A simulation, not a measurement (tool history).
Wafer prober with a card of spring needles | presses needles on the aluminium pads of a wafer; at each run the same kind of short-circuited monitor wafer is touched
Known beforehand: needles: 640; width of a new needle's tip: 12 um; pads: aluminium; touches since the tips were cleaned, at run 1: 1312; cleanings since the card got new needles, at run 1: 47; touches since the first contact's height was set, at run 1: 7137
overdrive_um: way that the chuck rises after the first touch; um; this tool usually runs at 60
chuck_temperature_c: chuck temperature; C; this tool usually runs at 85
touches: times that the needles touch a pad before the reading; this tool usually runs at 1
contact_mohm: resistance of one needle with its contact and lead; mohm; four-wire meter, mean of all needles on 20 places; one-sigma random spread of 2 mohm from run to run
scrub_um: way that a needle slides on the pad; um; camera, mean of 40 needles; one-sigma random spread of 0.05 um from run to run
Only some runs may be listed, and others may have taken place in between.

run	hour	overdrive_um	chuck_temperature_c	touches	touches since the tips were cleaned	cleanings since the card got new needles	touches since the first contact's height was set	contact_mohm	scrub_um
1	0	60	85	1	1312	47	7137	220	9.9
# hour 4.8: tips cleaned on abrasive film
# hour 14.3: tips cleaned on abrasive film
2	22.9	60	85	2	1931	49	12243	222	9.92
# hour 25.4: tips cleaned on abrasive film
# hour 37.2: tips cleaned on abrasive film
# hour 49.1: tips cleaned on abrasive film
3	52.2	62	85	2	693	52	18745	220	10.3
# hour 59.3: tips cleaned on abrasive film
# hour 71.1: tips cleaned on abrasive film
# hour 82.9: tips cleaned on abrasive film
4	89.4	62	85	2	1447	55	27034	220	10.26
# hour 94.1: tips cleaned on abrasive film
# hour 105.8: tips cleaned on abrasive film
# hour 117.7: tips cleaned on abrasive film
# hour 129.4: tips cleaned on abrasive film
# hour 138.9: tips cleaned on abrasive film
5	143.6	62	85	2	1057	60	39106	220	10.2
# hour 150.8: tips cleaned on abrasive film
# hour 160.3: tips cleaned on abrasive film
# hour 169.9: tips cleaned on abrasive film
# hour 181.8: tips cleaned on abrasive film
6	186	60	85	1	950	64	48527	219	9.97
# hour 193: tips cleaned on abrasive film
# hour 202.6: tips cleaned on abrasive film
# hour 212.1: tips cleaned on abrasive film
# hour 224: tips cleaned on abrasive film
7	224.2	60	85	1	56	68	57023	217	9.93
# hour 233.5: tips cleaned on abrasive film
# hour 243.1: tips cleaned on abrasive film
# hour 254.9: tips cleaned on abrasive film
# hour 266.7: tips cleaned on abrasive film
8	271.4	60	85	1	1056	72	67536	217	9.88
# hour 278.6: tips cleaned on abrasive film
# hour 288.1: tips cleaned on abrasive film
# hour 297.7: tips cleaned on abrasive film
# hour 308.4: tips cleaned on abrasive film
9	308.4	60	85	1	0	76	75752	220	9.86
# hour 320.3: tips cleaned on abrasive film
# hour 329.8: tips cleaned on abrasive film
10	336.3	60	85	1	1464	78	81980	217	9.94
# hour 341.1: tips cleaned on abrasive film
# hour 353: tips cleaned on abrasive film
# hour 362.5: tips cleaned on abrasive film
# hour 374.4: tips cleaned on abrasive film
11	377.6	60	85	1	722	82	91159	219	9.91
# hour 384.8: tips cleaned on abrasive film
# hour 396.7: tips cleaned on abrasive film
# hour 408.6: tips cleaned on abrasive film
# hour 420.4: tips cleaned on abrasive film
12	426.2	60	85	1	1299	86	101973	219	9.94
# hour 430.9: tips cleaned on abrasive film
# hour 440.4: tips cleaned on abrasive film
# hour 443: height of the first contact set anew
# hour 452.6: tips cleaned on abrasive film
# hour 464.5: tips cleaned on abrasive film
13	470.6	60	85	1	1379	90	6145	217	9.94
# hour 475.4: tips cleaned on abrasive film
# hour 484.9: tips cleaned on abrasive film
# hour 494.5: tips cleaned on abrasive film
14	501.8	60	85	1	1655	93	13094	217	9.95
# hour 504.3: tips cleaned on abrasive film
# hour 513.8: tips cleaned on abrasive film
# hour 523.4: tips cleaned on abrasive film
15	530.7	60	43	2	1657	96	19515	210	9.92
# hour 533.2: tips cleaned on abrasive film
# hour 545.1: tips cleaned on abrasive film
# hour 556.9: tips cleaned on abrasive film
# hour 566.5: tips cleaned on abrasive film
# hour 576.7: tips cleaned on abrasive film
16	576.7	61	27	1	0	101	29731	207	10.12
# hour 588.6: tips cleaned on abrasive film
# hour 600.3: tips cleaned on abrasive film
# hour 609.9: tips cleaned on abrasive film
17	614.5	61	27	1	1032	104	38137	203	10.09
# hour 621.6: tips cleaned on abrasive film
# hour 631.2: tips cleaned on abrasive film
18	636.6	78	85	1	1234	106	43077	217	12.84
# hour 641.5: tips cleaned on abrasive film
# hour 651: tips cleaned on abrasive film
# hour 662.9: tips cleaned on abrasive film
19	663.1	46	48	1	50	109	48946	215	7.64
# hour 672.6: tips cleaned on abrasive film
# hour 684.4: tips cleaned on abrasive film
20	687.6	46	48	1	740	111	54420	213	7.68
# hour 694.8: tips cleaned on abrasive film
# hour 706.7: tips cleaned on abrasive film
# hour 718.5: tips cleaned on abrasive film
# hour 730.4: tips cleaned on abrasive film
# hour 740.2: tips cleaned on abrasive film
21	740.2	77	28	1	0	116	66117	200	12.63
# hour 752.1: tips cleaned on abrasive film
# hour 761.6: tips cleaned on abrasive film
# hour 771.2: tips cleaned on abrasive film
22	773.5	77	28	1	518	119	73514	201	12.85
# hour 783: tips cleaned on abrasive film
# hour 794.8: tips cleaned on abrasive film
# hour 806.7: tips cleaned on abrasive film
# hour 818.6: tips cleaned on abrasive film
23	820.1	58	116	2	338	123	83897	228	9.57
# hour 829.6: tips cleaned on abrasive film
# hour 841.5: tips cleaned on abrasive film
# hour 853.3: tips cleaned on abrasive film
24	853.5	49	67	2	62	126	91338	220	7.97
# hour 863.1: tips cleaned on abrasive film
# hour 875: tips cleaned on abrasive film
# hour 886.8: tips cleaned on abrasive film
# hour 898.7: tips cleaned on abrasive film
25	899.4	49	67	2	169	130	101553	216	8.08
# hour 908.9: tips cleaned on abrasive film
# hour 918.5: tips cleaned on abrasive film
# hour 918.8: height of the first contact set anew
# hour 928.3: tips cleaned on abrasive film
# hour 937.8: tips cleaned on abrasive film
# hour 949.6: tips cleaned on abrasive film
26	952.1	49	67	2	549	135	7410	218	8.09
# hour 959.2: tips cleaned on abrasive film
# hour 968.7: tips cleaned on abrasive film
# hour 978.2: tips cleaned on abrasive film
27	983.4	51	48	3	1172	138	14394	211	8.46

4 options for the next run, each taken on its own from the tool as it stands now. Forecast them:
# hour 988.3: tips cleaned on abrasive film
# hour 997.8: tips cleaned on abrasive film
# hour 1009.7: tips cleaned on abrasive film
# hour 1019.6: tips cleaned on abrasive film
A	1019.6	74	80	3	0	142	22415	?	?
# hour 988.3: tips cleaned on abrasive film
# hour 997.8: tips cleaned on abrasive film
# hour 1009.7: tips cleaned on abrasive film
# hour 1019.6: tips cleaned on abrasive film
B	1019.6	51	72	3	0	142	22415	?	?
# hour 988.3: tips cleaned on abrasive film
# hour 997.8: tips cleaned on abrasive film
# hour 1009.7: tips cleaned on abrasive film
# hour 1019.6: tips cleaned on abrasive film
C	1019.6	54	85	3	0	142	22415	?	?
# hour 988.3: tips cleaned on abrasive film
# hour 997.8: tips cleaned on abrasive film
# hour 1009.7: tips cleaned on abrasive film
# hour 1019.6: tips cleaned on abrasive film
D	1019.6	51	100	3	0	142	22415	?	?

run	contact_mohm	scrub_um
A	212	12.15
B	221	8.34
C	224	8.91
D	228	8.41
Stripped of hidden state, with their random variation kept, the same runs would have yielded:
run	contact_mohm	scrub_um
A	212	12.15
B	221	8.34
C	224	8.91
D	228	8.41

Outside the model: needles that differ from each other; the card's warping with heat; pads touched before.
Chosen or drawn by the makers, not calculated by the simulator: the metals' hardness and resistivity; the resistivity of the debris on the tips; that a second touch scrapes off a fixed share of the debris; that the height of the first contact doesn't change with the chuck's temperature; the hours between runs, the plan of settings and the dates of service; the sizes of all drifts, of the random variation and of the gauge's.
